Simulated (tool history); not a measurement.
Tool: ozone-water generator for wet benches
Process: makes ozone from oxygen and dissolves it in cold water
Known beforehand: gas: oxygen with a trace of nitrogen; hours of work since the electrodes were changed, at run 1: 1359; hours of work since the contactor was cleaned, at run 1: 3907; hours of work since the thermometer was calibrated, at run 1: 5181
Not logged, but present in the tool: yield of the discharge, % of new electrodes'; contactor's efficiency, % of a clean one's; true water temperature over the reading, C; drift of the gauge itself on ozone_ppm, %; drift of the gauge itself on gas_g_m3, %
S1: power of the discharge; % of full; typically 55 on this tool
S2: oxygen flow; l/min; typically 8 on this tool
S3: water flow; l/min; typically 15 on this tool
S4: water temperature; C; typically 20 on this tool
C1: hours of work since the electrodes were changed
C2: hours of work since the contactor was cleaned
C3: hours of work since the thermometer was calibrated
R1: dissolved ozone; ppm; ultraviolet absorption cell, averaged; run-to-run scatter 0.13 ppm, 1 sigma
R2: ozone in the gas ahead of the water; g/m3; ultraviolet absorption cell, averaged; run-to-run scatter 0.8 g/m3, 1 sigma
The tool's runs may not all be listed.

run 1 hour=0 | S1=55 S2=8 S3=15 S4=20 | C1=1359 C2=3907 C3=5181 | R1=13.6 R2=122.3
run 2 hour=81.6 | S1=55 S2=8 S3=15 S4=20 | C1=1411 C2=3959 C3=5233 | R1=13.5 R2=121.6
-- hour=121.2 water thermometer calibrated
run 3 hour=137.2 | S1=55 S2=8 S3=15 S4=20 | C1=1446 C2=3994 C3=10 | R1=13.6 R2=120.9
run 4 hour=194.9 | S1=55 S2=8 S3=15 S4=20 | C1=1483 C2=4031 C3=47 | R1=13.6 R2=120.5
run 5 hour=236 | S1=55 S2=8 S3=15 S4=20 | C1=1509 C2=4057 C3=73 | R1=13.5 R2=119.9
run 6 hour=317.5 | S1=74 S2=8 S3=15 S4=20 | C1=1561 C2=4109 C3=125 | R1=17 R2=152.3
run 7 hour=357.3 | S1=55 S2=8 S3=15 S4=15 | C1=1586 C2=4134 C3=150 | R1=14.9 R2=120
run 8 hour=397.4 | S1=55 S2=8 S3=15 S4=15 | C1=1612 C2=4160 C3=176 | R1=14.9 R2=119.5
run 9 hour=445 | S1=55 S2=11.7 S3=15 S4=20 | C1=1642 C2=4190 C3=206 | R1=12.2 R2=96.2
run 10 hour=526.2 | S1=55 S2=11.7 S3=15 S4=20 | C1=1694 C2=4241 C3=258 | R1=12.2 R2=95.4
run 11 hour=589.8 | S1=55 S2=11.7 S3=15 S4=20 | C1=1734 C2=4282 C3=298 | R1=12.1 R2=97.7
run 12 hour=680.2 | S1=55 S2=8 S3=15 S4=20 | C1=1792 C2=4339 C3=356 | R1=13.4 R2=120
run 13 hour=737.9 | S1=55 S2=8 S3=15 S4=20 | C1=1828 C2=4376 C3=392 | R1=13.3 R2=119.4
run 14 hour=807.7 | S1=66 S2=14.33 S3=23 S4=21 | C1=1873 C2=4420 C3=437 | R1=10.2 R2=98.3
run 15 hour=845.6 | S1=62 S2=8 S3=15 S4=13 | C1=1897 C2=4445 C3=461 | R1=16.9 R2=130.2
run 16 hour=915.2 | S1=62 S2=8 S3=15 S4=13 | C1=1941 C2=4489 C3=505 | R1=16.7 R2=131.7
run 17 hour=956.6 | S1=62 S2=8 S3=15 S4=13 | C1=1967 C2=4515 C3=531 | R1=16.7 R2=130.7
run 18 hour=1002.2 | S1=62 S2=8 S3=15 S4=13 | C1=1996 C2=4544 C3=560 | R1=16.8 R2=131.9
run 19 hour=1044.3 | S1=55 S2=4.47 S3=17 S4=26 | C1=2023 C2=4571 C3=587 | R1=11.9 R2=166.1
run 20 hour=1113.4 | S1=55 S2=4.47 S3=17 S4=26 | C1=2067 C2=4615 C3=631 | R1=11.5 R2=166.1
run 21 hour=1193.6 | S1=55 S2=4.47 S3=17 S4=26 | C1=2118 C2=4666 C3=682 | R1=11.5 R2=166.5
run 22 hour=1277 | S1=61 S2=8.46 S3=18 S4=20 | C1=2171 C2=4719 C3=735 | R1=12.6 R2=125.4
run 23 hour=1366.8 | S1=59 S2=4.42 S3=23 S4=20 | C1=2228 C2=4776 C3=792 | R1=10.8 R2=175.9
run 24 hour=1417.6 | S1=59 S2=4.42 S3=23 S4=20 | C1=2261 C2=4808 C3=825 | R1=10.7 R2=176.5
run 25 hour=1500.2 | S1=59 S2=4.42 S3=23 S4=20 | C1=2313 C2=4861 C3=877 | R1=10.7 R2=173.6

For each run, the measured value with the value that run would have given without the tool's hidden condition subtracted. The run-to-run variation is shared by both, the gauge scatter possibly not:
run=1 R1=-1.5 R2=-3.7
run=2 R1=-1.5 R2=-3.8
run=3 R1=-1.4 R2=-3.9
run=4 R1=-1.5 R2=-4
run=5 R1=-1.5 R2=-4
run=6 R1=-2.1 R2=-6.9
run=7 R1=-1.7 R2=-4.3
run=8 R1=-1.7 R2=-4.3
run=9 R1=-1.4 R2=-3.6
run=10 R1=-1.4 R2=-3.8
run=11 R1=-1.5 R2=-3.8
run=12 R1=-1.7 R2=-4.9
run=13 R1=-1.7 R2=-5
run=14 R1=-1.5 R2=-5.1
run=15 R1=-2.2 R2=-6.5
run=16 R1=-2.3 R2=-6.7
run=17 R1=-2.3 R2=-6.8
run=18 R1=-2.4 R2=-6.9
run=19 R1=-1.6 R2=-7.9
run=20 R1=-1.7 R2=-8.2
run=21 R1=-1.7 R2=-8.4
run=22 R1=-1.9 R2=-7.1
run=23 R1=-1.7 R2=-10
run=24 R1=-1.7 R2=-10.3
run=25 R1=-1.7 R2=-10.4

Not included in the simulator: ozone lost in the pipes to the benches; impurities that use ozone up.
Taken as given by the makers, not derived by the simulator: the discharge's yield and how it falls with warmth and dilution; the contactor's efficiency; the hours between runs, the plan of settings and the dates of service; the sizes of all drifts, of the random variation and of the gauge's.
